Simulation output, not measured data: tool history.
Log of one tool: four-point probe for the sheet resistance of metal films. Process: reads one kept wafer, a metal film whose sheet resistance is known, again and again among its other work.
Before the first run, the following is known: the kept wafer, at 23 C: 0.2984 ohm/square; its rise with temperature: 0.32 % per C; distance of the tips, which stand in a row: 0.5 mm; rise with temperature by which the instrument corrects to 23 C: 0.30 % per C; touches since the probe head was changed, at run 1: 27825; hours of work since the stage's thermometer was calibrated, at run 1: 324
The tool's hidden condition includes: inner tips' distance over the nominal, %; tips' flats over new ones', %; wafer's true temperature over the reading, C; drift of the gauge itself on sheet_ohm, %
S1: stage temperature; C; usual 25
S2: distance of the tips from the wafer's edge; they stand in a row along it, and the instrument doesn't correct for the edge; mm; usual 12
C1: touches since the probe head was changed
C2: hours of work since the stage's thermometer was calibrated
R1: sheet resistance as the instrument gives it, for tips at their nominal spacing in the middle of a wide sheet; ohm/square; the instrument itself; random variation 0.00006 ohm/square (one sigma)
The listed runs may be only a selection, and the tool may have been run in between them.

run    hour  S1  S2      C1    C2        R1
  1     0.0  25  12   27825   324  0.296275
  2    85.4  25  12   30319   379  0.296174
  3   165.8  25  12   32665   432  0.296204
  4   259.0  25  12   35384   492  0.296197
  5   339.3  25  12   37727   544  0.296013
  6   399.9  25  12   39497   584  0.295950
  7   462.6  25  11   41326   625  0.296013
  8   552.2  25  11   43943   683  0.295983
  9   641.1  25  12   46537   741  0.295745
 10   701.4  25  12   48297   780  0.295671
 11   751.7  29  12   49765   813  0.295965
 12   838.2  24  12   52289   869  0.295462
 13   902.6  26  12   54169   911  0.295623
 14  1005.0  20  12   57157   977  0.295090
 15  1083.1  20  12   59436  1028  0.295140
 16  1170.9  20  12   61998  1085  0.295065
 17  1259.4  25  12   64583  1142  0.295246
 18  1308.4  25  12   66011  1174  0.295248
 19  1394.3  25  12   68519  1230  0.295184
 20  1495.4  20  12   71471  1296  0.294732
 21  1543.7  20  12   72879  1327  0.294717
 22  1599.7  20   8   74513  1364  0.295006
 23  1647.6  19   5   75912  1395  0.295795
 24  1705.2  23  13   77593  1432  0.294891
 25  1789.8  27  13   80062  1487  0.294983
 26  1876.8  24  12   82602  1544  0.294788
 27  1973.5  25   5   85423  1607  0.296095
     1980.8  -- stage's thermometer calibrated
 28  2038.4  23  10   87303    37  0.294934
 29  2110.0  23  10   89393    84  0.294824
 30  2152.7  18  12   90638   112  0.294331
 31  2208.2  18  12   92258   148  0.294286
 32  2267.5  24   6   93989   186  0.295514
 33  2368.7  31  22   96944   252  0.294839
 34  2411.9  31  22   98203   280  0.294829
 35  2457.0  19   9   99519   309  0.294305
 36  2504.1  20   4  100895   340  0.296284
 37  2552.9  23  13  102318   372  0.294249
 38  2600.3  22   6  103701   403  0.294937
 39  2674.8  25  34  105878   451  0.294218
 40  2776.3  31  10  108837   517  0.294983
 41  2855.5  34   6  111150   569  0.295601
 42  2928.4  26  12  113279   616  0.294234
 43  3000.9  26  12  115393   663  0.294240
 44  3079.0  26  12  117674   714  0.294137

Hidden state or all else? Some run-to-run changes of R1, split into what the settings, what came in and random variation would give without the hidden state, and what is left for the hidden state (with any gauge scatter that isn't in both results):
Run 26 -> 27: S1 24 -> 25, S2 12 -> 5. R1 +0.001307 ohm/square: hidden state -0.000092, all else +0.001399.
Run 27 -> 28: S1 25 -> 23, S2 5 -> 10, stage's thermometer calibrated. R1 -0.001161 ohm/square: hidden state +0.000123, all else -0.001284.
Run 35 -> 36: S1 19 -> 20, S2 9 -> 4. R1 +0.001979 ohm/square: hidden state -0.000065, all else +0.002044.
Run 36 -> 37: S1 20 -> 23, S2 4 -> 13. R1 -0.002035 ohm/square: hidden state -0.000012, all else -0.002023.
Run 39 -> 40: S1 25 -> 31, S2 34 -> 10. R1 +0.000765 ohm/square: hidden state -0.000085, all else +0.000850.
Run 41 -> 42: S1 34 -> 26, S2 6 -> 12. R1 -0.001367 ohm/square: hidden state -0.000035, all else -0.001332.
